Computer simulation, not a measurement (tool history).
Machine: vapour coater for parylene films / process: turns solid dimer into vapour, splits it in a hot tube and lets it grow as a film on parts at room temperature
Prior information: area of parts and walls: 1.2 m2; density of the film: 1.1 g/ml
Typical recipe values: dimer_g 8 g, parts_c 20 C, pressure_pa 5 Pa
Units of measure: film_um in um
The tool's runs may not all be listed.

run,hour,dimer_g,parts_c,pressure_pa,film_um
1,0,8,20,5,4.107
2,15.3,8,20,5,4.108
3,32,8,20,5,4.108
4,49.3,8,20,5,4.108
5,66.3,8,20,5,4.112
6,83.3,8,14,5,4.598
7,97,8,20,5,4.118
8,106.5,8,20,5,4.113
9,121.2,8,14,5,4.598
10,135.2,8,14,5,4.606
11,150.5,8,14,5,4.582
12,162.8,8,14,5,4.598
13,173.8,8,14,5,4.597
14,182.5,8,14,5,4.595
15,195.1,8,14,5,4.596
16,205.6,8,20,6.08,4.007
17,223.9,8,20,2.11,4.535
18,238,8,20,2.11,4.539
19,250.6,8,20,2.11,4.546
20,266.3,8,20,2.11,4.548
21,278.5,8,20,2.11,4.557
22,294.9,8,20,5,4.105
23,303.1,6,24,8.36,2.692
24,311.7,13,24,9.5,5.747
25,321.3,13,19,10.34,6.249
26,331.4,8,18,9.41,3.957
27,347.6,4,20,6.77,1.985
28,364.7,3,20,4.58,1.557
29,376,3,20,4.58,1.562
30,393.5,8,23,2.05,4.314
31,401.7,8,20,6.76,3.958
32,413.7,13,30,9.73,5.132
33,426.4,13,30,9.73,5.129
34,436.8,9,16,5,4.994
35,451.4,9,16,5,4.973
36,460.4,8,20,5,4.115
37,473.3,8,20,5,4.109
38,488.6,8,20,5,4.102
39,506.1,14,23,5,6.796
40,513.6,14,23,5,6.808
41,523,14,23,5,6.787
42,541.7,14,23,5,6.793
43,549.4,14,23,5,6.794

Alternative continuations, all from the tool just after run 43; predict every row:
A,567.4,14,28,4.26,?
B,567.4,14,21,2.12,?
C,567.4,9,23,2.31,?

run,film_um
A,6.328
B,7.797
C,4.786
With no hidden state in the tool, these same runs would have given:
run,film_um
A,6.338
B,7.81
C,4.794

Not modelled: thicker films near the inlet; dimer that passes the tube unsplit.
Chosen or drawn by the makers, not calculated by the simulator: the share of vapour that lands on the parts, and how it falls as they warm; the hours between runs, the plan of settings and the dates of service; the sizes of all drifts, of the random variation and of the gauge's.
